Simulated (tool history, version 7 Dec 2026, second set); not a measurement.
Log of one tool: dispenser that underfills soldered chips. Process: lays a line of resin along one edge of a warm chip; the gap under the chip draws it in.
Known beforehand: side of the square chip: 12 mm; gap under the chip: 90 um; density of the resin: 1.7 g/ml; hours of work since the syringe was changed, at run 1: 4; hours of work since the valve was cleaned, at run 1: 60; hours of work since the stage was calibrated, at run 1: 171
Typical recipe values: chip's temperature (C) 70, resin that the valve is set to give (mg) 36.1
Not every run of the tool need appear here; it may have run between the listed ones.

run	hour	chip's temperature (C)	resin that the valve is set to give (mg)	hours of work since the syringe was changed	hours of work since the valve was cleaned	hours of work since the stage was calibrated	time until the resin shows at the far edge (s)	resin that the valve gave (mg)
1	0.0	70	36.1	4	60	171	40.2	34.97
# hour 5.0: new syringe of resin
# hour 14.9: new syringe of resin
2	15.9	70	36.1	1	72	183	30.7	35.00
3	24.2	70	34.6	7	78	189	51.9	33.65
# hour 25.7: new syringe of resin
4	34.6	70	34.6	7	86	197	49.8	33.40
# hour 35.8: new syringe of resin
# hour 45.7: dispensing valve cleaned and set on the balance
# hour 46.6: new syringe of resin
5	46.6	70	33.6	0	0	205	28.4	33.77
# hour 57.2: new syringe of resin
6	58.0	70	33.6	1	9	214	29.5	33.68
# hour 67.1: new syringe of resin
7	68.4	63	36.1	1	17	221	42.1	36.15
# hour 77.9: new syringe of resin
8	80.3	63	36.1	2	25	230	45.1	35.63
# hour 88.4: new syringe of resin
9	91.4	56	36.1	2	34	238	67.8	35.48
# hour 99.0: new syringe of resin
10	99.2	56	30.9	0	39	244	58.3	30.46
# hour 109.7: new syringe of resin
11	110.6	70	36.1	1	48	253	29.3	35.66
12	116.8	60	36.1	5	53	257	72.2	35.22
# hour 119.7: new syringe of resin
13	128.8	55	33.0	7	62	266	108.4	32.23
# hour 130.2: new syringe of resin
# hour 140.0: new syringe of resin
14	143.3	55	43.9	3	72	277	74.5	42.70
# hour 150.6: new syringe of resin
15	158.3	55	43.9	6	83	288	94.8	42.95
# hour 160.6: new syringe of resin
16	167.3	57	42.9	5	90	295	84.3	41.44
# hour 171.0: new syringe of resin
# hour 173.0: dispensing valve cleaned and set on the balance
17	174.9	71	39.6	2	1	300	33.0	39.37
# hour 182.3: new syringe of resin
18	189.4	71	45.3	5	12	310	42.9	44.93
# hour 192.8: new syringe of resin
19	197.6	71	45.3	4	18	316	36.2	44.77
# hour 202.9: new syringe of resin
20	210.1	63	40.2	6	28	326	62.5	39.84
# hour 213.2: new syringe of resin
21	217.9	63	40.2	4	33	331	53.2	39.75
# hour 223.4: new syringe of resin
22	228.7	63	40.2	4	41	339	56.7	39.64
# hour 233.3: new syringe of resin
23	241.5	63	40.2	6	51	349	68.3	39.50
# hour 243.6: new syringe of resin
# hour 253.5: new syringe of resin
24	253.5	59	36.8	0	60	358	48.9	35.97

3 options for the next run, each taken on its own from the tool as it stands now. Forecast them:
# hour 263.4: new syringe of resin
A	263.5	85	43.7	0	67	365	?	?
# hour 263.4: new syringe of resin
B	263.5	62	36.9	0	67	365	?	?
# hour 263.4: new syringe of resin
C	263.5	84	36.8	0	67	365	?	?

run	time until the resin shows at the far edge (s)	resin that the valve gave (mg)
A	13.7	42.64
B	42.5	35.98
C	15.2	35.64
What these runs would have given with no unlogged condition in the tool:
run	time until the resin shows at the far edge (s)	resin that the valve gave (mg)
A	12.7	43.80
B	39.0	36.96
C	14.0	36.62
